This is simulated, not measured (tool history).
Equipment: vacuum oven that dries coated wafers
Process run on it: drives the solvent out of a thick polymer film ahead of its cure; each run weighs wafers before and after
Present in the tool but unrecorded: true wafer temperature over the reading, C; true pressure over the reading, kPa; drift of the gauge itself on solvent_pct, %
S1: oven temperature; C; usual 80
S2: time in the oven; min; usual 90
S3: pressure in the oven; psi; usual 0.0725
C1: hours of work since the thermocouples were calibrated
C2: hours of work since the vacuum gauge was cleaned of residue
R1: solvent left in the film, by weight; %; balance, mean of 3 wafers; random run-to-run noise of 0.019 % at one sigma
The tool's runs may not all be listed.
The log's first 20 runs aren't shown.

run 21 hour=270 | S1=80 S2=90 S3=0.1228 | C1=241 C2=113 | R1=1.76
run 22 hour=287.4 | S1=77 S2=72 S3=0.1252 | C1=248 C2=120 | R1=3.45
run 23 hour=301.6 | S1=83 S2=90 S3=0.1958 | C1=254 C2=126 | R1=1.55
run 24 hour=316.4 | S1=83 S2=90 S3=0.1958 | C1=260 C2=132 | R1=1.58
run 25 hour=329 | S1=67 S2=45 S3=0.039 | C1=265 C2=137 | R1=9.92
run 26 hour=341.1 | S1=68 S2=45 S3=0.039 | C1=270 C2=142 | R1=9.49
run 27 hour=356.5 | S1=81 S2=90 S3=0.19 | C1=276 C2=148 | R1=1.87
run 28 hour=369.3 | S1=68 S2=64 S3=0.096 | C1=282 C2=154 | R1=7.5
run 29 hour=388.4 | S1=68 S2=64 S3=0.096 | C1=289 C2=161 | R1=7.45
run 30 hour=398.2 | S1=68 S2=64 S3=0.096 | C1=293 C2=165 | R1=7.49
run 31 hour=416.3 | S1=68 S2=64 S3=0.096 | C1=301 C2=173 | R1=7.49

Predict the results of run 32:
run 32 hour=429.7 | S1=90 S2=150 S3=0.0579 | C1=306 C2=178 | R1=?

Run 32 came out at R1 0.22 %.
If the tool had no hidden condition, the same run with the same run-to-run variation would have returned R1 0.2 %.

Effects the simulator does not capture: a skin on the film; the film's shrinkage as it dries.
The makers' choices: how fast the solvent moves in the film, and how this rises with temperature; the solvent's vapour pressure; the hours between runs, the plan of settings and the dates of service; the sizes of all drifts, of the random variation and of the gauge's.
